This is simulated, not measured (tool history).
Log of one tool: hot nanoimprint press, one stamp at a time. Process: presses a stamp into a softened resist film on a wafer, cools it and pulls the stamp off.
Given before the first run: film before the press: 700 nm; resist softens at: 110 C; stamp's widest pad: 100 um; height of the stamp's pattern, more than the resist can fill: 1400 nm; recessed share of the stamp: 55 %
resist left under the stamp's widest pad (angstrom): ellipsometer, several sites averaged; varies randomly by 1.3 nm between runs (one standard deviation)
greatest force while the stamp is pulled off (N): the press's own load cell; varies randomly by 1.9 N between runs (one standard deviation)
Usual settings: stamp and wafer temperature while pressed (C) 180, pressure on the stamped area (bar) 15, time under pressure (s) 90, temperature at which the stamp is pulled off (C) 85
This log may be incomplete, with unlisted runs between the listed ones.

| run | hour | stamp and wafer temperature while pressed (C) | pressure on the stamped area (bar) | time under pressure (s) | temperature at which the stamp is pulled off (C) | resist left under the stamp's widest pad (angstrom) | greatest force while the stamp is pulled off (N) |
|---|---|---|---|---|---|---|---|
| 1 | 0 | 180 | 15 | 90 | 85 | 3468 | 92 |
| 2 | 11.1 | 180 | 15 | 90 | 85 | 3447 | 96 |
| 3 | 18.6 | 180 | 15 | 90 | 85 | 3440 | 95 |
| 4 | 28 | 180 | 15 | 66 | 85 | 3861 | 98 |
| 5 | 43.9 | 180 | 15 | 66 | 85 | 3885 | 98 |
| 6 | 55.5 | 180 | 15 | 66 | 85 | 3866 | 98 |
| 7 | 64.8 | 180 | 14.7 | 90 | 85 | 3464 | 96 |
|  | 77.8 | stamp cleaned and given a new release coat |
| 8 | 79.4 | 180 | 10.1 | 90 | 85 | 4012 | 92 |
| 9 | 89.3 | 180 | 10.1 | 90 | 85 | 4029 | 96 |
| 10 | 98.2 | 180 | 10.1 | 90 | 85 | 4010 | 96 |
| 11 | 112.1 | 180 | 16 | 90 | 85 | 3391 | 92 |
| 12 | 128.4 | 180 | 16 | 90 | 85 | 3404 | 93 |
| 13 | 139.5 | 180 | 15 | 90 | 79 | 3456 | 109 |
| 14 | 152.8 | 185 | 15 | 90 | 85 | 2960 | 91 |
| 15 | 168.4 | 180 | 15 | 90 | 85 | 3456 | 96 |
| 16 | 179.4 | 170 | 21.1 | 77 | 85 | 4384 | 95 |
| 17 | 193.2 | 170 | 21.1 | 77 | 85 | 4353 | 96 |
| 18 | 208.3 | 186 | 11 | 158 | 73 | 2616 | 126 |
| 19 | 222.9 | 186 | 11 | 158 | 73 | 2605 | 124 |
| 20 | 233.6 | 186 | 11 | 158 | 73 | 2631 | 123 |
| 21 | 241.5 | 186 | 11 | 158 | 73 | 2619 | 119 |
| 22 | 254.7 | 186 | 11 | 158 | 73 | 2623 | 124 |
| 23 | 265.2 | 186 | 11 | 158 | 73 | 2611 | 124 |
| 24 | 277.1 | 169 | 9.7 | 158 | 92 | 4621 | 80 |
| 25 | 289.4 | 191 | 9.7 | 158 | 74 | 2370 | 120 |
|  | 306.5 | stamp cleaned and given a new release coat |
| 26 | 306.5 | 185 | 18.6 | 90 | 85 | 2731 | 98 |
| 27 | 315.7 | 191 | 19.7 | 90 | 79 | 2192 | 109 |
| 28 | 329.6 | 180 | 15 | 111 | 78 | 3216 | 112 |
| 29 | 341.7 | 180 | 15 | 111 | 78 | 3191 | 110 |
| 30 | 353.3 | 180 | 15 | 111 | 78 | 3206 | 111 |

4 ways to go on from here, each from the tool as it stands after run 30. What would each give?
| A | 363 | 180 | 22.8 | 108 | 89 | ? | ? |
| B | 363 | 180 | 17.4 | 111 | 78 | ? | ? |
| C | 363 | 180 | 15 | 127 | 78 | ? | ? |
| D | 363 | 180 | 17.7 | 90 | 85 | ? | ? |

| run | resist left under the stamp's widest pad (angstrom) | greatest force while the stamp is pulled off (N) |
|---|---|---|
| A | 2696 | 84 |
| B | 3008 | 110 |
| C | 3019 | 116 |
| D | 3253 | 92 |
With the hidden condition removed and each run's random variation left untouched, the same runs would have given:
| run | resist left under the stamp's widest pad (angstrom) | greatest force while the stamp is pulled off (N) |
|---|---|---|
| A | 2692 | 84 |
| B | 3003 | 110 |
| C | 3015 | 116 |
| D | 3248 | 92 |

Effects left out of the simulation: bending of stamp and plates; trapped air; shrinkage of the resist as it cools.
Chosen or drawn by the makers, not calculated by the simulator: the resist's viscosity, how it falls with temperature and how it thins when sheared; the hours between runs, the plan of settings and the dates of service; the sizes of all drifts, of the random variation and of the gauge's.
